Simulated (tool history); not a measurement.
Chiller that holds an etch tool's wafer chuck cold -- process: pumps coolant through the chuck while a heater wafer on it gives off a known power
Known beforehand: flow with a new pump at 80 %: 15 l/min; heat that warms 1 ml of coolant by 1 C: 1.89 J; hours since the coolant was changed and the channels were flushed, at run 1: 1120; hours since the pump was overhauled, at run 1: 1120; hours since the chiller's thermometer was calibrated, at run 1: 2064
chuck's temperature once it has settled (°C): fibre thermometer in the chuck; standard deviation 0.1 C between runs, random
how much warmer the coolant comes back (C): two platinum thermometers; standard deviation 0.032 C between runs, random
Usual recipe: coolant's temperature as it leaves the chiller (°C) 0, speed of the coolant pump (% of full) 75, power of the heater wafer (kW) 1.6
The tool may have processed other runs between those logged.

run,hour,coolant's temperature as it leaves the chiller (°C),speed of the coolant pump (% of full),power of the heater wafer (kW),hours since the coolant was changed and the channels were flushed,hours since the pump was overhauled,hours since the chiller's thermometer was calibrated,chuck's temperature once it has settled (°C),how much warmer the coolant comes back (C)
1,0,0,75,1.6,1120,1120,2064,12.9,3.59
2,143.5,9,75,1.6,1263,1263,2207,22.1,3.63
3,248.4,0,75,1.6,1368,1368,2312,13.1,3.7
4,373.6,0,94,1.6,1493,1493,2437,10.3,2.91
# hour 447.6: chiller's thermometer calibrated
5,507.2,0,75,1.143,1626,1626,60,9.3,2.66
6,614.7,0,75,1.143,1734,1734,167,9,2.66
7,785.9,0,75,1.143,1905,1905,338,9.2,2.67
8,933.7,0,75,1.143,2053,2053,486,9.4,2.69
9,1089.6,0,75,1.143,2208,2208,642,9.4,2.71
10,1317.9,0,75,1.562,2437,2437,870,12.6,3.69
11,1549.7,0,75,1.562,2669,2669,1102,12.7,3.7
12,1738.1,0,75,1.562,2857,2857,1290,12.6,3.76
13,1891,0,75,1.562,3010,3010,1443,12.7,3.71
14,2078.3,0,82,1.21,3197,3197,1631,8.9,2.68
15,2264.7,-8,82,1.04,3384,3384,1817,-0.3,2.35
16,2443.6,-8,85,0.865,3563,3563,1996,-1.9,1.95
17,2552,-8,85,0.865,3671,3671,2104,-1.7,2.01
18,2725.8,-8,76,2.22,3845,3845,2278,9.9,5.25
19,2909.2,-8,76,2.22,4028,4028,2462,9.9,5.23
# hour 2948.2: chiller's thermometer calibrated
# hour 3004.8: coolant changed, channels flushed
20,3149.9,2,87,1.227,145,4262,196,10.5,2.7
# hour 3366.9: gauge calibrated
21,3369.9,3,78,1.233,365,4482,416,12.6,2.66
22,3589.7,-5,78,1.233,585,4702,635,4.7,2.74
23,3787.9,-5,78,0.915,783,4900,834,2,2.1
24,3976.1,5,81,2.165,971,5088,1022,21.2,4.61
25,4128.2,5,81,2.165,1123,5240,1174,21.3,4.63

Take each entry between the runs: how does the hidden state at the last listed run before it differ from the hidden state at the first listed run after it?
Logged between run 4 and run 5: chiller's thermometer calibrated (hour 447.6)
  drift of the gauge itself on warmer_back_c, C: 0.04 -> 0.05
  difference, measured minus the result without the unlogged condition, how much warmer the coolant comes back (C): +0.03 -> +0.05
Logged between run 19 and run 20: chiller's thermometer calibrated (hour 2948.2); coolant changed, channels flushed (hour 3004.8)
  heat passed by the chuck's channels, % of clean ones': 99.8 -> 100; drift of the gauge itself on warmer_back_c, C: 0.29 -> 0.32
  difference, measured minus the result without the unlogged condition, how much warmer the coolant comes back (C): +0.29 -> +0.32
Logged between run 20 and run 21: gauge calibrated (hour 3366.9)
  drift of the gauge itself on warmer_back_c, C: 0.32 -> 0
  difference, measured minus the result without the unlogged condition, how much warmer the coolant comes back (C): +0.32 -> +0

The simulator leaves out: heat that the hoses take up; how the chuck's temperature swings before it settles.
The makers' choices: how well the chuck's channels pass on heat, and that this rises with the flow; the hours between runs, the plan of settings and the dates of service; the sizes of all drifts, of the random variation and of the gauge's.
